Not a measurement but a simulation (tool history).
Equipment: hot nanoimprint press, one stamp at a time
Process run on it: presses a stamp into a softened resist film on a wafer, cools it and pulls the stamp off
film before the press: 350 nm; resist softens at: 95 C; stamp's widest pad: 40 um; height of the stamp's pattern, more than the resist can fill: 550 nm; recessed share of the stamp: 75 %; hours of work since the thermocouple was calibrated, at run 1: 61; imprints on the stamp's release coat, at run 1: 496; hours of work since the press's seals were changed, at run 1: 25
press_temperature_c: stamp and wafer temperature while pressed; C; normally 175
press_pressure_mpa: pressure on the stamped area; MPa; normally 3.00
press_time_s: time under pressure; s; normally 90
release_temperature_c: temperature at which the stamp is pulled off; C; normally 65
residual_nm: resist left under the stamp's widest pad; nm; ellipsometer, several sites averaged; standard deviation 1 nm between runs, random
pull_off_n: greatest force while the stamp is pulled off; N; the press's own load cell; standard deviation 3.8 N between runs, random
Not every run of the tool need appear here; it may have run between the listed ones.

run     day  press_temperature_c  press_pressure_mpa  press_time_s  release_temperature_c  hours of work since the thermocouple was calibrated  imprints on the stamp's release coat  hours of work since the press's seals were changed  residual_nm  pull_off_n
  1   0.000                  175                3.00            90                     65                                                   61                                   496                                                  25        146.7         206
  2   1.812                  175                2.87            90                     65                                                   82                                   624                                                  46        151.2         226
  3   2.892                  175                3.00            90                     65                                                   94                                   701                                                  59        148.9         216
  4   3.912                  175                3.00            90                     58                                                  106                                   773                                                  70        146.1         276
  5   5.562                  175                3.00            90                     58                                                  126                                   890                                                  90        149.2         283
  6   6.771                  175                3.00            90                     58                                                  140                                   976                                                 104        147.9         290
  7   8.279                  175                3.00            90                     65                                                  157                                  1083                                                 121        148.2         244
  8   9.133                  175                3.00            90                     65                                                  167                                  1143                                                 131        149.9         241
     10.012  -- stamp cleaned and given a new release coat
  9  11.000                  175                3.00            90                     65                                                  186                                    70                                                 150        148.1         197
 10  12.008                  175                3.00            90                     65                                                  198                                   141                                                 162        148.8         202
 11  13.592                  175                3.00            90                     65                                                  216                                   254                                                 181        151.5         196
 12  14.692                  175                3.00            90                     65                                                  229                                   332                                                 193        149.7         205
 13  15.933                  175                3.00            90                     65                                                  244                                   420                                                 208        150.7         210
 14  17.579                  169                3.45            90                     73                                                  263                                   536                                                 227        169.7         166
 15  18.500                  182                1.97            90                     52                                                  274                                   602                                                 238        153.2         295
 16  19.612                  170                2.26            90                     52                                                  287                                   680                                                 251        204.8         314
 17  21.338                  175                3.00           121                     59                                                  307                                   803                                                 271        137.4         274
 18  23.146                  183                1.89            93                     59                                                  328                                   931                                                 292        150.3         284
 19  24.267                  175                3.00           159                     65                                                  341                                  1011                                                 305        125.0         245
 20  25.258                  164                3.00            45                     65                                                  353                                  1081                                                 317        259.7         244
 21  25.992                  184                2.94            45                     68                                                  361                                  1133                                                 325        146.5         226
     27.000  -- stamp cleaned and given a new release coat
 22  27.125                  175                3.44            47                     65                                                  372                                     9                                                 336        174.8         189
 23  28.533                  178                3.00            99                     65                                                  388                                   108                                                 352        135.6         194
 24  29.946                  175                3.00            90                     60                                                  405                                   209                                                 369        152.9         225
 25  31.321                  174                3.45            90                     60                                                  421                                   306                                                 385        147.9         231
 26  32.833                  174                3.45            90                     60                                                  438                                   413                                                 402        149.3         245

Selected run-to-run steps in residual_nm, each split into two signed amounts: the part the tool would show with no hidden state at all (from settings, incoming material and random variation), and the remainder, which goes to the hidden state together with any gauge scatter not common to the measured and the hidden-state-free results:
Unlogged tool condition in this case: true temperature over the reading, C; pressure that arrives at the usual setting, %; grip of the stamp's worn release coat, % over a new coat's; drift of the gauge itself on residual_nm, %; drift of the gauge itself on pull_off_n, %.
Run 19 -> 20: press_temperature_c 175 -> 164, press_time_s 159 -> 45. residual_nm +134.7 nm: hidden state +2.4, all else +132.3.
Run 20 -> 21: press_temperature_c 164 -> 184, press_pressure_mpa 3.00 -> 2.94, release_temperature_c 65 -> 68. residual_nm -113.2 nm: hidden state -1.9, all else -111.3.
